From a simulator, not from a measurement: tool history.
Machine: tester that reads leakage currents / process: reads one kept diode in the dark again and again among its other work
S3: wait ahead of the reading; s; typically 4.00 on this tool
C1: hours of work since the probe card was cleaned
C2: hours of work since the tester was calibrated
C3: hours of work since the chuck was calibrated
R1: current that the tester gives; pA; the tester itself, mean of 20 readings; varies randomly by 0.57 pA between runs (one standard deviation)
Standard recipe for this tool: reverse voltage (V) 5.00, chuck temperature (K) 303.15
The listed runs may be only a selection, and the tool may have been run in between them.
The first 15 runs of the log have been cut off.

{"run": 16, "day": 16.083, "reverse voltage (V)": 1.86, "chuck temperature (K)": 315.15, "S3": 4.0, "C1": 1887, "C2": 843, "C3": 102, "R1": 320.63}
{"run": 17, "day": 17.404, "reverse voltage (V)": 1.86, "chuck temperature (K)": 329.15, "S3": 5.5, "C1": 1902, "C2": 858, "C3": 117, "R1": 961.35}
{"run": 18, "day": 18.317, "reverse voltage (V)": 11.47, "chuck temperature (K)": 308.15, "S3": 5.5, "C1": 1913, "C2": 869, "C3": 127, "R1": 443.54}
{"run": 19, "day": 19.117, "reverse voltage (V)": 4.53, "chuck temperature (K)": 303.15, "S3": 1.8, "C1": 1922, "C2": 878, "C3": 136, "R1": 179.35}
{"run": 20, "day": 20.275, "reverse voltage (V)": 5.26, "chuck temperature (K)": 303.15, "S3": 0.88, "C1": 1935, "C2": 891, "C3": 150, "R1": 194.59}
{"run": 21, "day": 21.321, "reverse voltage (V)": 6.11, "chuck temperature (K)": 303.15, "S3": 0.88, "C1": 1947, "C2": 903, "C3": 162, "R1": 209.9}
{"run": 22, "day": 22.458, "reverse voltage (V)": 1.39, "chuck temperature (K)": 304.15, "S3": 1.03, "C1": 1960, "C2": 916, "C3": 175, "R1": 108.3}
{"run": 23, "day": 23.492, "reverse voltage (V)": 5.0, "chuck temperature (K)": 303.15, "S3": 0.69, "C1": 1972, "C2": 928, "C3": 186, "R1": 190.47}
{"run": 24, "day": 24.658, "reverse voltage (V)": 5.0, "chuck temperature (K)": 333.15, "S3": 4.0, "C1": 1985, "C2": 941, "C3": 200, "R1": 2121.13}
{"run": 25, "day": 26.171, "reverse voltage (V)": 2.29, "chuck temperature (K)": 299.15, "S3": 5.82, "C1": 2002, "C2": 958, "C3": 217, "R1": 88.69}
{"run": 26, "day": 27.604, "reverse voltage (V)": 2.29, "chuck temperature (K)": 299.15, "S3": 5.82, "C1": 2019, "C2": 975, "C3": 233, "R1": 88.86}
{"run": 27, "day": 29.067, "reverse voltage (V)": 2.29, "chuck temperature (K)": 299.15, "S3": 5.82, "C1": 2035, "C2": 991, "C3": 250, "R1": 89.02}
{"run": 28, "day": 29.871, "reverse voltage (V)": 2.29, "chuck temperature (K)": 299.15, "S3": 5.82, "C1": 2045, "C2": 1000, "C3": 259, "R1": 88.33}
{"run": 29, "day": 30.529, "reverse voltage (V)": 2.83, "chuck temperature (K)": 299.15, "S3": 0.75, "C1": 2052, "C2": 1008, "C3": 267, "R1": 99.53}
{"run": 30, "day": 31.904, "reverse voltage (V)": 2.83, "chuck temperature (K)": 299.15, "S3": 0.75, "C1": 2068, "C2": 1024, "C3": 282, "R1": 99.67}

What if the next run were any one of these 5? Each begins from the tool's condition after run 30:
{"run": "A", "day": 32.821, "reverse voltage (V)": 4.7, "chuck temperature (K)": 312.15, "S3": 3.01, "C1": 2078, "C2": 1034, "C3": 293, "R1": "?"}
{"run": "B", "day": 32.821, "reverse voltage (V)": 8.76, "chuck temperature (K)": 317.15, "S3": 0.52, "C1": 2078, "C2": 1034, "C3": 293, "R1": "?"}
{"run": "C", "day": 32.821, "reverse voltage (V)": 2.83, "chuck temperature (K)": 302.15, "S3": 0.75, "C1": 2078, "C2": 1034, "C3": 293, "R1": "?"}
{"run": "D", "day": 32.821, "reverse voltage (V)": 11.98, "chuck temperature (K)": 296.15, "S3": 7.69, "C1": 2078, "C2": 1034, "C3": 293, "R1": "?"}
{"run": "E", "day": 32.821, "reverse voltage (V)": 5.0, "chuck temperature (K)": 306.15, "S3": 1.33, "C1": 2078, "C2": 1034, "C3": 293, "R1": "?"}

run=A R1=397.54
run=B R1=822.22
run=C R1=129.93
run=D R1=156.07
run=E R1=245.43
The same runs, with their run-to-run variation unchanged, on a tool lacking any hidden condition would have given:
run=A R1=397.79
run=B R1=822.73
run=C R1=130.00
run=D R1=156.06
run=E R1=245.57
